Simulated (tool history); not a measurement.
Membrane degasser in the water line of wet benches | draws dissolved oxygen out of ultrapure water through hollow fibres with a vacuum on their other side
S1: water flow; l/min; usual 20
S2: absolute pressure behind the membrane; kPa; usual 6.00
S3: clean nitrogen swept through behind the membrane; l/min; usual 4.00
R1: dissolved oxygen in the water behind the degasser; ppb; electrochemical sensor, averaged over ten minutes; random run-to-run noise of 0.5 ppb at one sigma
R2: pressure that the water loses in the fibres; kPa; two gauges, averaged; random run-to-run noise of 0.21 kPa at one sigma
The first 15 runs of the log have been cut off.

| run | hour | S1 | S2 | S3 | R1 | R2 |
|---|---|---|---|---|---|---|
| 16 | 864.7 | 18 | 6.00 | 4.00 | 37.8 | 44.55 |
| 17 | 918.1 | 20 | 13.10 | 4.00 | 132.1 | 48.97 |
| 18 | 971.3 | 20 | 13.10 | 4.00 | 129.7 | 49.41 |
| 19 | 1004.2 | 20 | 13.10 | 4.00 | 130.3 | 48.90 |
|  | 1012.2 | seals of the vacuum lines changed |
| 20 | 1083.1 | 20 | 8.73 | 4.00 | 76.9 | 49.03 |
| 21 | 1151.3 | 20 | 4.15 | 4.00 | 20.7 | 49.29 |
| 22 | 1224.8 | 20 | 4.15 | 4.00 | 22.6 | 49.62 |
| 23 | 1285.1 | 20 | 4.15 | 4.00 | 22.4 | 49.44 |
| 24 | 1361.8 | 13 | 4.15 | 4.00 | 10.7 | 32.26 |

The next listed run, before its measurement:
| 25 | 1434.8 | 13 | 4.15 | 4.00 | ? | ? |

{"run 25": {"R1": 10.1, "R2": 32.05}}
With the hidden condition absent and the run-to-run variation left alone, this run would have shown R1 8.0 ppb, R2 30.52 kPa.
